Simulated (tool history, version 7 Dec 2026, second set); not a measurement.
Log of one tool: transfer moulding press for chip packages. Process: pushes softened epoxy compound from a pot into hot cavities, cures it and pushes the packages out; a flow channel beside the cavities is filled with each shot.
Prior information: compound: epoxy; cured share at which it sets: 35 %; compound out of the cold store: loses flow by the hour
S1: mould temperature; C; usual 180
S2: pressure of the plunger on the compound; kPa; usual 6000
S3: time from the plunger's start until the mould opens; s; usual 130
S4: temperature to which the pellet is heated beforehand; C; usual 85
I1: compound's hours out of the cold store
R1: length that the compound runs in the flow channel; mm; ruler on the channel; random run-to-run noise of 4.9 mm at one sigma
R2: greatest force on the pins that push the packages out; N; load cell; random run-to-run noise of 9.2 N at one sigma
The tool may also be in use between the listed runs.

run,hour,S1,S2,S3,S4,I1,R1,R2
1,0.0,180,6000,130,85,26.8,634,524
2,5.6,186,6000,130,85,21.6,624,426
# hour 11.3: cavities cleaned with cleaning compound and waxed
3,15.9,186,6000,130,85,38.7,571,328
4,22.4,180,6000,130,85,46.0,575,417
5,31.4,180,6000,130,86,12.1,674,483
6,38.5,180,6000,130,85,26.9,623,468
7,44.7,180,6000,130,85,11.8,683,493
8,52.3,180,6000,130,85,47.8,562,458
9,60.8,180,6000,130,85,33.0,614,479
10,65.5,180,6000,130,85,21.7,638,521
11,71.2,180,6000,115,85,10.0,678,706
12,76.3,180,6000,115,85,45.2,581,646
13,86.2,180,6000,130,85,35.0,605,520
# hour 93.1: cavities cleaned with cleaning compound and waxed
14,98.4,180,6000,130,85,45.4,585,414
15,107.3,180,6000,130,85,36.8,599,428
16,117.8,178,6010,126,78,43.2,591,564
17,123.9,176,6010,127,91,46.2,580,610
18,129.6,180,6000,135,80,21.4,628,460
19,139.1,180,6000,135,80,39.9,584,460
20,147.8,180,6000,131,80,17.3,655,516
21,156.7,184,7200,111,81,8.4,715,575
22,163.4,180,5670,169,91,41.6,569,393
23,171.4,175,6000,130,85,29.4,633,785
# hour 175.2: cavities cleaned with cleaning compound and waxed
24,179.8,177,5310,114,82,32.8,570,667
25,184.5,180,4740,141,85,25.1,555,374
26,193.8,180,4740,141,85,35.3,533,387
27,201.4,180,4740,141,85,17.3,585,411

What will run 28 give?
28,211.1,180,4740,141,85,35.6,?,?

{"run 28": {"R1": 529, "R2": 407}}
If the tool had no hidden condition, the same run with the same run-to-run variation would have returned R1 552 mm, R2 352 N.
